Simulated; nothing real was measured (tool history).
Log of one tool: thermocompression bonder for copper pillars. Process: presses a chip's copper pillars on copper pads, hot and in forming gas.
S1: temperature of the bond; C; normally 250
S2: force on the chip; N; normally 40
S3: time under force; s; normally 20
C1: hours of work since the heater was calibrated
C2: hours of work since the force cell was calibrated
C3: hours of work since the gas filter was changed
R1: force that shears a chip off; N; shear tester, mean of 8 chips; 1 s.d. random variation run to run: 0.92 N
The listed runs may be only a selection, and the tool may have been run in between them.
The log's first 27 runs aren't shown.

{"run": 28, "hour": 639.1, "S1": 250, "S2": 46, "S3": 18, "C1": 543, "C2": 46, "C3": 27, "R1": 80.8}
{"hour": 655.4, "done": "heater calibrated with a thermocouple chip"}
{"run": 29, "hour": 674.9, "S1": 259, "S2": 46, "S3": 17, "C1": 11, "C2": 66, "C3": 46, "R1": 86.1}
{"run": 30, "hour": 698.2, "S1": 224, "S2": 46, "S3": 19, "C1": 25, "C2": 80, "C3": 60, "R1": 57.8}
{"run": 31, "hour": 727.6, "S1": 274, "S2": 47, "S3": 20, "C1": 42, "C2": 97, "C3": 77, "R1": 99.6}
{"run": 32, "hour": 753.6, "S1": 274, "S2": 47, "S3": 20, "C1": 58, "C2": 112, "C3": 93, "R1": 100.3}
{"run": 33, "hour": 771.6, "S1": 231, "S2": 40, "S3": 20, "C1": 68, "C2": 123, "C3": 103, "R1": 61.2}
{"run": 34, "hour": 791.4, "S1": 247, "S2": 47, "S3": 20, "C1": 80, "C2": 135, "C3": 115, "R1": 80.3}
{"run": 35, "hour": 808.1, "S1": 247, "S2": 47, "S3": 20, "C1": 90, "C2": 144, "C3": 125, "R1": 81.2}
{"run": 36, "hour": 828.9, "S1": 251, "S2": 40, "S3": 60, "C1": 102, "C2": 157, "C3": 137, "R1": 97.9}
{"run": 37, "hour": 842.8, "S1": 250, "S2": 38, "S3": 30, "C1": 110, "C2": 165, "C3": 145, "R1": 83.7}
{"run": 38, "hour": 858.7, "S1": 268, "S2": 35, "S3": 20, "C1": 119, "C2": 174, "C3": 154, "R1": 86.7}
{"run": 39, "hour": 884.3, "S1": 274, "S2": 41, "S3": 17, "C1": 134, "C2": 189, "C3": 169, "R1": 92.3}

Branching from run 39: 4 alternative next runs. What would each branch give?
{"run": "A", "hour": 917.0, "S1": 221, "S2": 41, "S3": 31, "C1": 154, "C2": 208, "C3": 189, "R1": "?"}
{"run": "B", "hour": 917.0, "S1": 222, "S2": 41, "S3": 17, "C1": 154, "C2": 208, "C3": 189, "R1": "?"}
{"run": "C", "hour": 917.0, "S1": 271, "S2": 36, "S3": 15, "C1": 154, "C2": 208, "C3": 189, "R1": "?"}
{"run": "D", "hour": 917.0, "S1": 241, "S2": 52, "S3": 52, "C1": 154, "C2": 208, "C3": 189, "R1": "?"}

run=A R1=62.7
run=B R1=50.7
run=C R1=83.3
run=D R1=97.7
The same runs, with their run-to-run variation unchanged, on a tool lacking any hidden condition would have given:
run=A R1=63.1
run=B R1=51
run=C R1=84
run=D R1=98.5

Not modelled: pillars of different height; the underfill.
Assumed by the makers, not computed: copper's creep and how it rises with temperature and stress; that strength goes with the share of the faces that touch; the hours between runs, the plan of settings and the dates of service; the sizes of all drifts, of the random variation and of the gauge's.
